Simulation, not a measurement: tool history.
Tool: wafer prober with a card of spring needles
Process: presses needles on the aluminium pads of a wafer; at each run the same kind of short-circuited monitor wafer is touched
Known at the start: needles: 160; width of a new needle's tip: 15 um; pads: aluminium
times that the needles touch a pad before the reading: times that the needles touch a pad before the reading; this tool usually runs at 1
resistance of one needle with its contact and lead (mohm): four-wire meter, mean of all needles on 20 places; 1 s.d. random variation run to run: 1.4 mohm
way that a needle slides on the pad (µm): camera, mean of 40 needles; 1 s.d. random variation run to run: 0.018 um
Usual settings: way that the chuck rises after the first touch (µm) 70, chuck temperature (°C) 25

run,day,way that the chuck rises after the first touch (µm),chuck temperature (°C),times that the needles touch a pad before the reading,resistance of one needle with its contact and lead (mohm),way that a needle slides on the pad (µm)
1,0,70,25,1,217,10.99
# day 0.212: tips cleaned on abrasive film
# day 1.292: tips cleaned on abrasive film
2,1.325,79,25,1,140,12.43
3,2.042,70,25,1,211,10.96
# day 2.183: height of the first contact set anew
# day 2.392: tips cleaned on abrasive film
# day 3.458: tips cleaned on abrasive film
4,3.488,70,25,1,142,10.67
# day 4.392: height of the first contact set anew, once more
# day 4.5: tips cleaned on abrasive film
5,4.538,70,25,1,147,11.33
6,5.492,77,25,1,202,12.5
# day 5.583: tips cleaned on abrasive film
7,6.579,70,25,1,217,11.29
# day 6.667: tips cleaned on abrasive film
# day 7.758: tips cleaned on abrasive film
8,8.054,70,25,1,183,11.27
# day 8.825: tips cleaned on abrasive film
9,8.892,70,32,1,152,11.26
10,9.821,81,48,2,170,13.06
# day 9.942: tips cleaned on abrasive film
# day 11.004: tips cleaned on abrasive film
11,11.158,84,48,2,148,13.52
# day 12.121: tips cleaned on abrasive film
12,12.325,65,43,3,145,10.37
# day 13.217: tips cleaned on abrasive film
13,13.746,65,43,3,164,10.39
# day 14.308: tips cleaned on abrasive film
14,14.508,62,35,2,164,9.87
# day 15.412: tips cleaned on abrasive film
15,15.942,85,25,2,159,13.6
# day 16.471: tips cleaned on abrasive film
16,16.921,70,37,1,198,11.14

Below are 5 alternative next runs, each starting from the tool's condition after run 16. Predict each:
# day 17.521: tips cleaned on abrasive film
A,17.583,70,57,1,?,?
# day 17.521: tips cleaned on abrasive film
B,17.583,70,37,1,?,?
# day 17.521: tips cleaned on abrasive film
C,17.583,70,97,1,?,?
# day 17.521: tips cleaned on abrasive film
D,17.583,76,38,2,?,?
# day 17.521: tips cleaned on abrasive film
E,17.583,78,91,1,?,?

run,resistance of one needle with its contact and lead (mohm),way that a needle slides on the pad (µm)
A,154,11.15
B,155,11.14
C,159,11.11
D,144,12.14
E,155,12.4
Without the tool's unlogged condition, the same runs would have read:
run,resistance of one needle with its contact and lead (mohm),way that a needle slides on the pad (µm)
A,130,11.37
B,131,11.36
C,137,11.33
D,131,12.36
E,136,12.62

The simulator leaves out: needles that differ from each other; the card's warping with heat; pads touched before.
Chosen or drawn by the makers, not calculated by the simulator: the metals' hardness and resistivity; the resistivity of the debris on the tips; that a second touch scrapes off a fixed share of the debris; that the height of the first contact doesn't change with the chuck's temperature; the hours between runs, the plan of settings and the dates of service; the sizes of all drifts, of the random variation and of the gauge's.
